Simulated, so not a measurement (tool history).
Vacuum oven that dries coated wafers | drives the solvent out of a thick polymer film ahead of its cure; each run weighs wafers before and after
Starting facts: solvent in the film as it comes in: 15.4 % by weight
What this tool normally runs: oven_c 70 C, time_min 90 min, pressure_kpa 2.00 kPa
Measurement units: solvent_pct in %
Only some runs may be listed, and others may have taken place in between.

{"run": 1, "hour": 0.0, "oven_c": 70, "time_min": 90, "pressure_kpa": 2.0, "solvent_pct": 1.17}
{"run": 2, "hour": 30.5, "oven_c": 69, "time_min": 90, "pressure_kpa": 2.0, "solvent_pct": 1.3}
{"run": 3, "hour": 59.0, "oven_c": 69, "time_min": 90, "pressure_kpa": 2.0, "solvent_pct": 1.3}
{"run": 4, "hour": 87.3, "oven_c": 61, "time_min": 90, "pressure_kpa": 2.0, "solvent_pct": 2.53}
{"run": 5, "hour": 116.5, "oven_c": 70, "time_min": 90, "pressure_kpa": 2.0, "solvent_pct": 1.2}
{"run": 6, "hour": 151.4, "oven_c": 70, "time_min": 90, "pressure_kpa": 5.18, "solvent_pct": 1.79}
{"run": 7, "hour": 175.0, "oven_c": 70, "time_min": 90, "pressure_kpa": 2.0, "solvent_pct": 1.19}
{"run": 8, "hour": 199.8, "oven_c": 70, "time_min": 90, "pressure_kpa": 2.0, "solvent_pct": 1.2}
{"run": 9, "hour": 226.1, "oven_c": 77, "time_min": 77, "pressure_kpa": 2.0, "solvent_pct": 0.82}
{"run": 10, "hour": 261.7, "oven_c": 77, "time_min": 148, "pressure_kpa": 1.4, "solvent_pct": 0.27}
{"run": 11, "hour": 282.2, "oven_c": 70, "time_min": 68, "pressure_kpa": 2.03, "solvent_pct": 1.95}
{"run": 12, "hour": 300.0, "oven_c": 70, "time_min": 90, "pressure_kpa": 3.57, "solvent_pct": 1.51}
{"run": 13, "hour": 327.8, "oven_c": 70, "time_min": 110, "pressure_kpa": 2.33, "solvent_pct": 0.93}
{"run": 14, "hour": 347.3, "oven_c": 72, "time_min": 90, "pressure_kpa": 2.0, "solvent_pct": 1.0}
{"run": 15, "hour": 367.3, "oven_c": 71, "time_min": 90, "pressure_kpa": 2.0, "solvent_pct": 1.11}
{"run": 16, "hour": 392.3, "oven_c": 77, "time_min": 83, "pressure_kpa": 2.77, "solvent_pct": 0.84}

Hidden state or all else? Some run-to-run changes of solvent_pct, split into what the settings, what came in and random variation would give without the hidden state, and what is left for the hidden state (with any gauge scatter that isn't in both results):
Hidden conditions of the tool in this case: true wafer temperature over the reading, C; true pressure over the reading, kPa; drift of the gauge itself on solvent_pct, %.
Run 10 -> 11: oven_c 77 -> 70, time_min 148 -> 68, pressure_kpa 1.40 -> 2.03. solvent_pct +1.68 %: hidden state +0.07, all else +1.61.
